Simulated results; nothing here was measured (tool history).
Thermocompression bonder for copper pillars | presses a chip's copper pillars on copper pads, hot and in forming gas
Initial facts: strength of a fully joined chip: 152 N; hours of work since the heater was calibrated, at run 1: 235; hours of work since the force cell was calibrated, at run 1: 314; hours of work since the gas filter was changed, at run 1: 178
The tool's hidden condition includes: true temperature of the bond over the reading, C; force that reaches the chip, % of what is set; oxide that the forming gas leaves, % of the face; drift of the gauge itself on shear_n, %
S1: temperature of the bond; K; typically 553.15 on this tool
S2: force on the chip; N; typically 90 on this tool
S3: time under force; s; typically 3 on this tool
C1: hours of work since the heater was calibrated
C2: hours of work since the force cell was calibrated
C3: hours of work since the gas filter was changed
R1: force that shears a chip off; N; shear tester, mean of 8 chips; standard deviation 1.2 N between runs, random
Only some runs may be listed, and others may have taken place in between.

run,hour,S1,S2,S3,C1,C2,C3,R1
1,0,553.15,90,3,235,314,178,99.9
2,11.8,553.15,90,3,242,321,185,99.3
3,18.4,553.15,90,5,246,325,190,113.9
4,25.2,524.15,90,5,250,329,194,80
5,33.9,524.15,90,5,255,334,199,78.8
6,41,524.15,90,4,260,339,203,73.7
7,50.7,524.15,90,4,266,345,209,74.1
# hour 56.5: forming gas filter changed
8,62.8,524.15,90,4,273,352,4,74.5
9,73.1,524.15,90,4,279,358,10,74.2
10,78.4,543.15,69,4,282,361,13,80.7
11,85.1,543.15,69,4,287,365,18,82.1
12,90.8,545.15,86,3,290,369,21,88.8
13,102.2,545.15,86,3,297,376,28,88.5
14,114.5,558.15,76,4,305,383,36,103.7
15,121.5,558.15,76,4,309,388,40,101.3
16,133.8,558.15,76,4,316,395,47,100.6
17,141.5,573.15,80,4,321,400,52,120.6

What if the next run were any one of these 4? Each begins from the tool's condition after run 17:
A,148.5,553.15,88,3,325,404,56,?
B,148.5,553.15,90,3,325,404,56,?
C,148.5,535.15,80,2,325,404,56,?
D,148.5,553.15,90,2,325,404,56,?

run,R1
A,98.6
B,99
C,62.5
D,87.8
Without the tool's unlogged condition, the same runs would have read:
run,R1
A,103.6
B,104
C,66.9
D,92.8
